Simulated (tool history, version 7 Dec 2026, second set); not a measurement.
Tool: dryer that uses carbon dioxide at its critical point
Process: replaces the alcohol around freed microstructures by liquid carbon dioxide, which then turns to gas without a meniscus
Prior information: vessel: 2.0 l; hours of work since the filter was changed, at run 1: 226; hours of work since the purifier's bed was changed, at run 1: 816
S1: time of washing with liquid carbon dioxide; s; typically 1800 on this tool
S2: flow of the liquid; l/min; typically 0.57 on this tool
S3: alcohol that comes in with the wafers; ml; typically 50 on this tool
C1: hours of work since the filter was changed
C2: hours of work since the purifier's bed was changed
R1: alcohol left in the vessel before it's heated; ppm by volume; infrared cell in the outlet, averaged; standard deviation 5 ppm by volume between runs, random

{"run": 1, "hour": 0.0, "S1": 1800, "S2": 0.57, "S3": 50, "C1": 226, "C2": 816, "R1": 102}
{"run": 2, "hour": 21.1, "S1": 1800, "S2": 0.57, "S3": 50, "C1": 243, "C2": 833, "R1": 105}
{"hour": 32.1, "done": "inlet filter changed"}
{"run": 3, "hour": 66.5, "S1": 1800, "S2": 0.57, "S3": 50, "C1": 28, "C2": 869, "R1": 82}
{"run": 4, "hour": 103.0, "S1": 1680, "S2": 0.57, "S3": 50, "C1": 57, "C2": 898, "R1": 99}
{"run": 5, "hour": 127.9, "S1": 1800, "S2": 0.41, "S3": 50, "C1": 77, "C2": 918, "R1": 246}
{"run": 6, "hour": 146.5, "S1": 1800, "S2": 0.41, "S3": 50, "C1": 91, "C2": 933, "R1": 246}
{"run": 7, "hour": 182.8, "S1": 1800, "S2": 0.57, "S3": 50, "C1": 120, "C2": 962, "R1": 94}
{"run": 8, "hour": 227.7, "S1": 1800, "S2": 0.57, "S3": 50, "C1": 156, "C2": 998, "R1": 91}
{"run": 9, "hour": 252.4, "S1": 1800, "S2": 0.57, "S3": 55, "C1": 176, "C2": 1017, "R1": 110}
{"run": 10, "hour": 275.1, "S1": 1800, "S2": 0.57, "S3": 50, "C1": 194, "C2": 1036, "R1": 112}
{"run": 11, "hour": 294.0, "S1": 1800, "S2": 0.57, "S3": 50, "C1": 209, "C2": 1051, "R1": 101}
{"run": 12, "hour": 319.5, "S1": 1800, "S2": 0.57, "S3": 50, "C1": 230, "C2": 1071, "R1": 109}
{"hour": 344.2, "done": "inlet filter changed"}
{"run": 13, "hour": 360.8, "S1": 2220, "S2": 0.57, "S3": 50, "C1": 13, "C2": 1103, "R1": 66}
{"run": 14, "hour": 390.5, "S1": 2220, "S2": 0.57, "S3": 50, "C1": 37, "C2": 1127, "R1": 76}
{"run": 15, "hour": 428.8, "S1": 2220, "S2": 0.57, "S3": 50, "C1": 68, "C2": 1158, "R1": 74}
{"run": 16, "hour": 466.8, "S1": 1800, "S2": 0.57, "S3": 50, "C1": 98, "C2": 1188, "R1": 103}
{"run": 17, "hour": 498.8, "S1": 1800, "S2": 0.57, "S3": 50, "C1": 124, "C2": 1214, "R1": 105}
{"run": 18, "hour": 526.7, "S1": 1800, "S2": 0.57, "S3": 50, "C1": 146, "C2": 1236, "R1": 102}
{"run": 19, "hour": 561.7, "S1": 1800, "S2": 0.57, "S3": 50, "C1": 174, "C2": 1264, "R1": 110}
{"run": 20, "hour": 605.9, "S1": 1800, "S2": 0.57, "S3": 50, "C1": 209, "C2": 1299, "R1": 118}
{"run": 21, "hour": 638.0, "S1": 1800, "S2": 0.57, "S3": 50, "C1": 235, "C2": 1325, "R1": 131}
{"hour": 658.4, "done": "inlet filter changed"}
{"run": 22, "hour": 679.0, "S1": 1800, "S2": 0.57, "S3": 35, "C1": 16, "C2": 1357, "R1": 88}
{"run": 23, "hour": 706.8, "S1": 1800, "S2": 0.57, "S3": 75, "C1": 39, "C2": 1379, "R1": 114}
{"run": 24, "hour": 751.8, "S1": 1800, "S2": 0.57, "S3": 75, "C1": 75, "C2": 1415, "R1": 122}
{"hour": 768.9, "done": "purifier's bed changed"}
{"run": 25, "hour": 780.2, "S1": 1800, "S2": 0.57, "S3": 75, "C1": 95, "C2": 9, "R1": 43}
{"run": 26, "hour": 826.4, "S1": 1800, "S2": 0.402, "S3": 27, "C1": 132, "C2": 46, "R1": 142}
{"run": 27, "hour": 865.2, "S1": 2040, "S2": 0.362, "S3": 28, "C1": 163, "C2": 77, "R1": 157}
{"run": 28, "hour": 893.2, "S1": 1740, "S2": 0.57, "S3": 38, "C1": 185, "C2": 99, "R1": 53}
{"run": 29, "hour": 936.6, "S1": 2820, "S2": 0.617, "S3": 50, "C1": 220, "C2": 134, "R1": 19}
{"run": 30, "hour": 956.5, "S1": 1800, "S2": 0.57, "S3": 64, "C1": 236, "C2": 150, "R1": 73}
{"hour": 975.4, "done": "inlet filter changed"}
{"run": 31, "hour": 978.0, "S1": 1440, "S2": 0.57, "S3": 34, "C1": 2, "C2": 166, "R1": 67}
{"run": 32, "hour": 1008.0, "S1": 1320, "S2": 0.57, "S3": 80, "C1": 26, "C2": 190, "R1": 232}
{"run": 33, "hour": 1050.1, "S1": 1320, "S2": 0.762, "S3": 84, "C1": 60, "C2": 224, "R1": 44}
{"run": 34, "hour": 1088.9, "S1": 1800, "S2": 0.57, "S3": 73, "C1": 91, "C2": 255, "R1": 51}
{"run": 35, "hour": 1120.3, "S1": 1740, "S2": 0.57, "S3": 50, "C1": 116, "C2": 280, "R1": 58}
{"run": 36, "hour": 1156.2, "S1": 1800, "S2": 0.717, "S3": 78, "C1": 145, "C2": 309, "R1": 37}
{"run": 37, "hour": 1193.0, "S1": 1800, "S2": 0.717, "S3": 26, "C1": 174, "C2": 338, "R1": 31}
{"run": 38, "hour": 1217.4, "S1": 2820, "S2": 0.953, "S3": 88, "C1": 193, "C2": 358, "R1": 27}
{"run": 39, "hour": 1254.9, "S1": 2460, "S2": 0.38, "S3": 21, "C1": 223, "C2": 388, "R1": 74}
{"hour": 1288.3, "done": "inlet filter changed"}
{"run": 40, "hour": 1298.5, "S1": 2340, "S2": 0.68, "S3": 50, "C1": 8, "C2": 422, "R1": 29}
{"run": 41, "hour": 1328.7, "S1": 2340, "S2": 0.68, "S3": 46, "C1": 32, "C2": 446, "R1": 26}
{"run": 42, "hour": 1354.4, "S1": 2340, "S2": 0.68, "S3": 46, "C1": 53, "C2": 466, "R1": 31}
{"run": 43, "hour": 1386.6, "S1": 2340, "S2": 0.68, "S3": 46, "C1": 79, "C2": 492, "R1": 44}
{"run": 44, "hour": 1410.6, "S1": 2340, "S2": 0.68, "S3": 46, "C1": 98, "C2": 511, "R1": 27}
{"run": 45, "hour": 1454.4, "S1": 2340, "S2": 0.425, "S3": 46, "C1": 133, "C2": 546, "R1": 82}
{"run": 46, "hour": 1491.7, "S1": 2340, "S2": 0.425, "S3": 46, "C1": 163, "C2": 576, "R1": 73}
{"run": 47, "hour": 1511.0, "S1": 1980, "S2": 0.57, "S3": 64, "C1": 178, "C2": 592, "R1": 61}

Take each entry between the runs: how does the hidden state at the last listed run before it differ from the hidden state at the first listed run after it?
Run 2 -> run 3: inlet filter changed (hour 32.1)
  flow that reaches the vessel past the clogged filter, %: 84.5 -> 97.9; alcohol in the recycled carbon dioxide, ppm: 53.1 -> 55.1
  the result without the hidden state subtracted from the measured one, R1: +84 -> +54 ppm by volume
Run 12 -> run 13: inlet filter changed (hour 344.2)
  flow that reaches the vessel past the clogged filter, %: 85.2 -> 98.8; alcohol in the recycled carbon dioxide, ppm: 65.8 -> 67.6
  the result without the hidden state subtracted from the measured one, R1: +94 -> +62 ppm by volume
Run 21 -> run 22: inlet filter changed (hour 658.4)
  flow that reaches the vessel past the clogged filter, %: 84.5 -> 98.6; alcohol in the recycled carbon dioxide, ppm: 79.7 -> 81.4
  the result without the hidden state subtracted from the measured one, R1: +110 -> +78 ppm by volume
Run 24 -> run 25: purifier's bed changed (hour 768.9)
  flow that reaches the vessel past the clogged filter, %: 95.2 -> 93.9; alcohol in the recycled carbon dioxide, ppm: 84.6 -> 6.6
  the result without the hidden state subtracted from the measured one, R1: +90 -> +16 ppm by volume
Run 30 -> run 31: inlet filter changed (hour 975.4)
  flow that reaches the vessel past the clogged filter, %: 84.9 -> 99.3; alcohol in the recycled carbon dioxide, ppm: 14 -> 14.9
  the result without the hidden state subtracted from the measured one, R1: +51 -> +11 ppm by volume
Run 39 -> run 40: inlet filter changed (hour 1288.3)
  flow that reaches the vessel past the clogged filter, %: 85 -> 99.4; alcohol in the recycled carbon dioxide, ppm: 26.7 -> 28.4
  the result without the hidden state subtracted from the measured one, R1: +48 -> +23 ppm by volume

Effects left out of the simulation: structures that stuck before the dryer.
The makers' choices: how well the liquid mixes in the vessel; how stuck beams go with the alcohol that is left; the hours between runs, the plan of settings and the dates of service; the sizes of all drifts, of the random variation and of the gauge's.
